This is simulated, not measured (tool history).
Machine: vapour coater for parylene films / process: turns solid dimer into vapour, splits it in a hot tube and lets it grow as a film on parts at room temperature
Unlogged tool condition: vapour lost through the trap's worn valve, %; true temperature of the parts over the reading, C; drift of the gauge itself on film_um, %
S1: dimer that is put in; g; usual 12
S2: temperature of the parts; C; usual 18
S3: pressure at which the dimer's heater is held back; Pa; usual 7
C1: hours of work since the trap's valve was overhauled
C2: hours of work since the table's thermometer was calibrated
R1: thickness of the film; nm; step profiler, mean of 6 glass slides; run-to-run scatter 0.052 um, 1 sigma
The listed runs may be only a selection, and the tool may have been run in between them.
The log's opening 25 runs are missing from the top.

{"run": 26, "hour": 653.2, "S1": 11, "S2": 22, "S3": 11, "C1": 38, "C2": 757, "R1": 5980}
{"run": 27, "hour": 669.5, "S1": 11, "S2": 12, "S3": 8.97, "C1": 50, "C2": 769, "R1": 7370}
{"run": 28, "hour": 703.2, "S1": 8, "S2": 22, "S3": 3.27, "C1": 75, "C2": 793, "R1": 5840}
{"run": 29, "hour": 731.3, "S1": 12, "S2": 14, "S3": 7, "C1": 96, "C2": 814, "R1": 8350}
{"run": 30, "hour": 763.1, "S1": 8, "S2": 18, "S3": 2.91, "C1": 119, "C2": 837, "R1": 6450}
{"run": 31, "hour": 790.2, "S1": 8, "S2": 15, "S3": 2.91, "C1": 139, "C2": 857, "R1": 6780}
{"run": 32, "hour": 807.0, "S1": 8, "S2": 15, "S3": 2.91, "C1": 151, "C2": 870, "R1": 6800}
{"run": 33, "hour": 826.2, "S1": 22, "S2": 15, "S3": 4.56, "C1": 166, "C2": 884, "R1": 16920}
{"run": 34, "hour": 856.6, "S1": 9, "S2": 15, "S3": 4.56, "C1": 188, "C2": 906, "R1": 6760}
{"run": 35, "hour": 882.6, "S1": 5, "S2": 18, "S3": 2.67, "C1": 207, "C2": 925, "R1": 4120}
{"run": 36, "hour": 898.1, "S1": 14, "S2": 21, "S3": 7.68, "C1": 218, "C2": 937, "R1": 8360}
{"run": 37, "hour": 915.0, "S1": 17, "S2": 13, "S3": 9.85, "C1": 231, "C2": 949, "R1": 10810}
{"run": 38, "hour": 933.5, "S1": 12, "S2": 12, "S3": 7, "C1": 244, "C2": 963, "R1": 8510}
{"run": 39, "hour": 968.7, "S1": 10, "S2": 15, "S3": 7, "C1": 270, "C2": 989, "R1": 6760}
{"hour": 1002.5, "done": "trap's valve overhauled"}
{"run": 40, "hour": 1005.4, "S1": 9, "S2": 10, "S3": 2.95, "C1": 2, "C2": 1013, "R1": 8240}

What does the tool deliver on the next run?
{"run": 41, "hour": 1032.5, "S1": 12, "S2": 20, "S3": 11.19, "C1": 22, "C2": 1032, "R1": "?"}

{"run 41": {"R1": 6630}}
Without the tool's hidden state the same run would have given R1 6640 nm.
